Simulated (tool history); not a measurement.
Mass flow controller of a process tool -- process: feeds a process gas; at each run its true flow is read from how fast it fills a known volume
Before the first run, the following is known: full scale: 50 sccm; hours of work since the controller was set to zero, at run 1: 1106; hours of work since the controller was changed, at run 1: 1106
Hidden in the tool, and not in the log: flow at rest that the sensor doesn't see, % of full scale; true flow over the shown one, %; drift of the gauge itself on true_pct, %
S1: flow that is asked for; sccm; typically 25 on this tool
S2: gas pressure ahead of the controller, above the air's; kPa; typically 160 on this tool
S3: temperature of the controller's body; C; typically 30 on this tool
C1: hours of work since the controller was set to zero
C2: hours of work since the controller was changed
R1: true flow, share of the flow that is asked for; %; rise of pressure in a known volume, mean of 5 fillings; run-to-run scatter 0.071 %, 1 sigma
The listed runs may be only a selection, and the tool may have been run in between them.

| run | hour | S1 | S2 | S3 | C1 | C2 | R1 |
|---|---|---|---|---|---|---|---|
| 1 | 0.0 | 25 | 160 | 30 | 1106 | 1106 | 99.85 |
| 2 | 149.6 | 25 | 160 | 30 | 1184 | 1184 | 99.71 |
| 3 | 230.2 | 25 | 190 | 30 | 1227 | 1227 | 99.72 |
| 4 | 325.1 | 25 | 160 | 38 | 1277 | 1277 | 100.46 |
| 5 | 461.8 | 25 | 157 | 30 | 1348 | 1348 | 99.63 |
| 6 | 596.5 | 25 | 160 | 30 | 1419 | 1419 | 99.69 |
| 7 | 666.0 | 25 | 160 | 30 | 1456 | 1456 | 99.58 |
| 8 | 792.9 | 25 | 160 | 30 | 1522 | 1522 | 99.63 |
| 9 | 917.3 | 25 | 160 | 30 | 1588 | 1588 | 99.50 |
| 10 | 1020.1 | 25 | 160 | 30 | 1642 | 1642 | 99.46 |
| 11 | 1144.6 | 25 | 189 | 30 | 1707 | 1707 | 99.48 |
| 12 | 1223.4 | 25 | 160 | 30 | 1748 | 1748 | 99.40 |
| 13 | 1354.5 | 25 | 237 | 30 | 1817 | 1817 | 99.44 |
| 14 | 1428.2 | 25 | 237 | 30 | 1856 | 1856 | 99.54 |
| 15 | 1495.1 | 25 | 237 | 30 | 1891 | 1891 | 99.51 |
| 16 | 1608.5 | 25 | 160 | 34 | 1951 | 1951 | 99.60 |
| 17 | 1726.9 | 7 | 236 | 40 | 2013 | 2013 | 99.95 |
| 18 | 1824.2 | 25 | 250 | 35 | 2064 | 2064 | 99.87 |
| 19 | 1895.6 | 12 | 250 | 35 | 2101 | 2101 | 99.38 |
| 20 | 2022.0 | 12 | 250 | 35 | 2168 | 2168 | 99.49 |
| 21 | 2099.9 | 12 | 250 | 35 | 2209 | 2209 | 99.37 |
| 22 | 2196.9 | 12 | 250 | 35 | 2260 | 2260 | 99.33 |
| 23 | 2342.8 | 25 | 249 | 30 | 2336 | 2336 | 99.24 |
| 24 | 2476.8 | 7 | 232 | 30 | 2407 | 2407 | 98.51 |
| 25 | 2554.6 | 7 | 232 | 30 | 2448 | 2448 | 98.71 |
| 26 | 2674.8 | 14 | 160 | 21 | 2511 | 2511 | 97.91 |
| 27 | 2744.3 | 25 | 160 | 33 | 2547 | 2547 | 99.29 |
| 28 | 2842.5 | 25 | 160 | 33 | 2599 | 2599 | 99.14 |
| 29 | 2931.2 | 16 | 262 | 29 | 2645 | 2645 | 98.77 |
| 30 | 3031.6 | 16 | 262 | 29 | 2698 | 2698 | 98.68 |
| 31 | 3135.7 | 34 | 182 | 21 | 2753 | 2753 | 98.28 |

Predict each of these 5 candidate next runs independently; none follows another, all start after run 31:
| A | 3272.2 | 25 | 178 | 22 | 2824 | 2824 | ? |
| B | 3272.2 | 34 | 146 | 23 | 2824 | 2824 | ? |
| C | 3272.2 | 21 | 253 | 21 | 2824 | 2824 | ? |
| D | 3272.2 | 34 | 215 | 21 | 2824 | 2824 | ? |
| E | 3272.2 | 19 | 141 | 40 | 2824 | 2824 | ? |

| run | R1 |
|---|---|
| A | 98.10 |
| B | 98.30 |
| C | 97.91 |
| D | 98.19 |
| E | 99.66 |
With the hidden condition removed and each run's random variation left untouched, the same runs would have given:
| run | R1 |
|---|---|
| A | 99.04 |
| B | 99.23 |
| C | 98.85 |
| D | 99.13 |
| E | 100.62 |

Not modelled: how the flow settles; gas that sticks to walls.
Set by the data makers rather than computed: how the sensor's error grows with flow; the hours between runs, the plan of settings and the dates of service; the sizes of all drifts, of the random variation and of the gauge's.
